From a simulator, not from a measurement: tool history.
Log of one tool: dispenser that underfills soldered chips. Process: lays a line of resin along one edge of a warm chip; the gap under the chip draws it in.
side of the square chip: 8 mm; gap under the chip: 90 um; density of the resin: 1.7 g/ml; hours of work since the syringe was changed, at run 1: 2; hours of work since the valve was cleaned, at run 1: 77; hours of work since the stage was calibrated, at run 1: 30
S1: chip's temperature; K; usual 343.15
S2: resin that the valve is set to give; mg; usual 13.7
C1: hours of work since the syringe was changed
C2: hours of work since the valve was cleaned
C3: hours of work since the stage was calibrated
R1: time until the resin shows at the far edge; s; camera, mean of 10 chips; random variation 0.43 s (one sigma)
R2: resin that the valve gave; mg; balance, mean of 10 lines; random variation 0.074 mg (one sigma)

run 1 hour=0.0 | S1=343.15 S2=13.7 | C1=2 C2=77 C3=30 | R1=36.4 R2=12.81
run 2 hour=4.4 | S1=343.15 S2=13.2 | C1=5 C2=79 C3=33 | R1=42.7 R2=12.21
run 3 hour=7.6 | S1=343.15 S2=13.7 | C1=6 C2=81 C3=34 | R1=49.4 R2=12.67
-- hour=9.0 new syringe of resin
run 4 hour=10.2 | S1=343.15 S2=13.7 | C1=1 C2=83 C3=36 | R1=32.9 R2=12.68
run 5 hour=12.6 | S1=343.15 S2=15.5 | C1=2 C2=84 C3=37 | R1=35.2 R2=14.20
run 6 hour=16.4 | S1=348.15 S2=15.5 | C1=5 C2=86 C3=40 | R1=33.5 R2=14.29
run 7 hour=19.3 | S1=339.15 S2=13.7 | C1=6 C2=88 C3=41 | R1=56.2 R2=12.61
-- hour=20.9 new syringe of resin
run 8 hour=23.1 | S1=349.15 S2=13.7 | C1=1 C2=90 C3=43 | R1=27.6 R2=12.54
run 9 hour=25.6 | S1=349.15 S2=13.7 | C1=3 C2=92 C3=45 | R1=30.7 R2=12.44
run 10 hour=29.6 | S1=349.15 S2=13.1 | C1=5 C2=94 C3=47 | R1=36.9 R2=11.87
-- hour=32.7 new syringe of resin
run 11 hour=33.1 | S1=349.15 S2=13.1 | C1=0 C2=96 C3=49 | R1=26.3 R2=11.85
-- hour=36.1 dispensing valve cleaned and set on the balance
run 12 hour=37.0 | S1=349.15 S2=13.1 | C1=2 C2=1 C3=51 | R1=28.2 R2=13.03
run 13 hour=40.8 | S1=349.15 S2=13.1 | C1=4 C2=3 C3=53 | R1=33.8 R2=13.20
run 14 hour=44.7 | S1=349.15 S2=13.1 | C1=7 C2=5 C3=56 | R1=38.1 R2=13.06
-- hour=45.5 new syringe of resin
run 15 hour=47.4 | S1=347.15 S2=17.5 | C1=1 C2=7 C3=57 | R1=27.4 R2=17.42
run 16 hour=49.7 | S1=347.15 S2=17.5 | C1=3 C2=8 C3=59 | R1=29.6 R2=17.31
run 17 hour=52.4 | S1=347.15 S2=17.5 | C1=4 C2=10 C3=60 | R1=32.9 R2=17.29
run 18 hour=55.9 | S1=340.15 S2=15.7 | C1=6 C2=12 C3=62 | R1=51.1 R2=15.60
-- hour=57.5 new syringe of resin
run 19 hour=59.1 | S1=329.15 S2=13.1 | C1=1 C2=14 C3=64 | R1=58.6 R2=12.91
run 20 hour=62.1 | S1=329.15 S2=16.5 | C1=3 C2=15 C3=66 | R1=63.7 R2=16.20
run 21 hour=66.7 | S1=329.15 S2=16.5 | C1=6 C2=18 C3=69 | R1=76.6 R2=16.20
-- hour=69.5 new syringe of resin
run 22 hour=70.8 | S1=329.15 S2=16.5 | C1=1 C2=20 C3=71 | R1=56.1 R2=16.24
run 23 hour=73.6 | S1=338.15 S2=16.1 | C1=2 C2=22 C3=73 | R1=44.0 R2=15.77
run 24 hour=76.1 | S1=344.15 S2=17.7 | C1=4 C2=24 C3=74 | R1=38.5 R2=17.40
run 25 hour=78.7 | S1=331.15 S2=12.5 | C1=6 C2=25 C3=76 | R1=75.4 R2=12.26
-- hour=81.5 new syringe of resin
run 26 hour=82.6 | S1=331.15 S2=12.5 | C1=1 C2=27 C3=78 | R1=53.1 R2=12.23
run 27 hour=86.8 | S1=337.15 S2=14.0 | C1=3 C2=30 C3=80 | R1=48.4 R2=13.84
run 28 hour=90.7 | S1=355.15 S2=17.3 | C1=6 C2=32 C3=83 | R1=27.2 R2=16.78

Forecast each of these 5 alternatives for the next run:
-- hour=93.3 new syringe of resin
run A hour=94.5 | S1=348.15 S2=14.4 | C1=1 C2=34 C3=85 | R1=? R2=?
-- hour=93.3 new syringe of resin
run B hour=94.5 | S1=342.15 S2=14.9 | C1=1 C2=34 C3=85 | R1=? R2=?
-- hour=93.3 new syringe of resin
run C hour=94.5 | S1=355.15 S2=17.7 | C1=1 C2=34 C3=85 | R1=? R2=?
-- hour=93.3 new syringe of resin
run D hour=94.5 | S1=329.15 S2=17.3 | C1=1 C2=34 C3=85 | R1=? R2=?
-- hour=93.3 new syringe of resin
run E hour=94.5 | S1=350.15 S2=12.7 | C1=1 C2=34 C3=85 | R1=? R2=?

run=A R1=26.1 R2=13.97
run=B R1=33.2 R2=14.37
run=C R1=20.4 R2=17.20
run=D R1=55.9 R2=16.92
run=E R1=25.7 R2=12.39
Without the tool's hidden state the same runs would have given:
run=A R1=25.0 R2=14.39
run=B R1=31.8 R2=14.81
run=C R1=19.6 R2=17.73
run=D R1=53.8 R2=17.43
run=E R1=24.5 R2=12.77
